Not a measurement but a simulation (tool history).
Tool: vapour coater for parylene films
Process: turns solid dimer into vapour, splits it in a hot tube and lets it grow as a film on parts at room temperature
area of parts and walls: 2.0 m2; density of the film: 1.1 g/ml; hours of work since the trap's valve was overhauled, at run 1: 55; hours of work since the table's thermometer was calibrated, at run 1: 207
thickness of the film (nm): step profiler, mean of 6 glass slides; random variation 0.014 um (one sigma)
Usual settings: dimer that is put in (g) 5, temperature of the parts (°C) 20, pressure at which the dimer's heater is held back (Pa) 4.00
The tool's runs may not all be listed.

run     day  dimer that is put in (g)  temperature of the parts (°C)  pressure at which the dimer's heater is held back (Pa)  hours of work since the trap's valve was overhauled  hours of work since the table's thermometer was calibrated  thickness of the film (nm)
  1   0.000                         5                             20                                                    4.00                                                   55                                                         207                        1100
  2   0.762                         5                             20                                                    4.00                                                   64                                                         216                        1090
  3   1.675                         5                             20                                                    4.00                                                   74                                                         226                        1050
  4   2.617                         5                             13                                                    4.00                                                   84                                                         237                        1360
  5   3.108                         5                             13                                                    4.00                                                   90                                                         242                        1340
  6   3.912                         5                             14                                                    4.00                                                   99                                                         251                        1310
  7   4.638                         5                             22                                                    4.00                                                  107                                                         259                        1040
  8   5.358                         5                             26                                                    4.00                                                  115                                                         267                         910
  9   5.983                         5                             20                                                    4.00                                                  122                                                         274                        1100
 10   6.592                         5                             20                                                    4.00                                                  129                                                         281                        1080
 11   7.067                         5                             20                                                    4.00                                                  134                                                         286                        1090
 12   7.675                         5                             20                                                    4.00                                                  141                                                         293                        1080
 13   8.683                         5                             18                                                    4.00                                                  152                                                         304                        1150
 14   9.262                         5                             13                                                    4.00                                                  158                                                         311                        1360
 15   9.738                         5                             13                                                    4.00                                                  164                                                         316                        1330
 16  10.667                         5                             19                                                    4.00                                                  174                                                         326                        1160
 17  11.271                         5                             20                                                    2.74                                                  181                                                         333                        1160
 18  12.121                         5                             20                                                    2.74                                                  190                                                         343                        1190
 19  12.883                         5                             20                                                    2.74                                                  199                                                         351                        1190
 20  13.483                         5                             20                                                    2.74                                                  206                                                         358                        1160
 21  14.138                         5                             20                                                    2.74                                                  213                                                         365                        1190
 22  14.767                         5                             14                                                    4.00                                                  220                                                         372                        1310
 23  15.504                         5                             14                                                    4.00                                                  228                                                         380                        1310
 24  16.554                         5                             14                                                    4.00                                                  240                                                         392                        1280
 25  17.283                         5                             14                                                    4.00                                                  248                                                         400                        1310
 26  17.842                         5                             27                                                    2.35                                                  254                                                         406                         990
 27  18.392                         3                             28                                                    4.16                                                  260                                                         413                         480
 28  19.171                         4                             19                                                    4.00                                                  269                                                         421                         890
 29  19.725                         9                             32                                                    8.33                                                  275                                                         427                        1120
 30  20.771                         9                             24                                                    4.41                                                  287                                                         439                        1670
 31  21.696                         9                             24                                                    4.41                                                  297                                                         449                        1690
 32  22.608                         5                             13                                                    4.00                                                  307                                                         460                        1370
     22.867  -- trap's valve overhauled
 33  23.212                         5                             13                                                    4.00                                                    4                                                         464                        1380
 34  23.858                         7                             21                                                    2.68                                                   11                                                         472                        1610
 35  24.350                         7                             21                                                    2.68                                                   17                                                         477                        1610
 36  25.254                         2                             13                                                    2.24                                                   27                                                         487                         620
 37  26.258                         8                             13                                                    2.52                                                   38                                                         498                        2390
 38  27.196                         2                             27                                                    3.11                                                   48                                                         509                         380
 39  28.112                         5                             25                                                    4.00                                                   59                                                         519                         940
 40  28.983                         5                             25                                                    4.00                                                   68                                                         529                         900
 41  29.825                         3                             20                                                    5.95                                                   78                                                         538                         610
 42  30.654                         3                             20                                                    5.95                                                   87                                                         547                         600
 43  31.554                         3                             20                                                    5.95                                                   97                                                         557                         590
 44  32.367                         3                             20                                                    5.95                                                  106                                                         567                         600
 45  33.029                         8                             20                                                    4.00                                                  113                                                         574                        1720
 46  34.058                         8                             20                                                    4.00                                                  125                                                         585                        1750
 47  35.067                         2                             17                                                    4.00                                                  136                                                         597                         470

4 ways to go on from here, each from the tool as it stands after run 47. What would each give?
  A  35.692                         2                             14                                                    4.00                                                  143                                                         604                           ?
  B  35.692                         3                             22                                                    9.42                                                  143                                                         604                           ?
  C  35.692                         2                             17                                                    6.75                                                  143                                                         604                           ?
  D  35.692                         2                             19                                                    2.69                                                  143                                                         604                           ?

run  thickness of the film (nm)
  A                         520
  B                         480
  C                         420
  D                         480
Without the tool's hidden state the same runs would have given:
run  thickness of the film (nm)
  A                         520
  B                         490
  C                         420
  D                         480
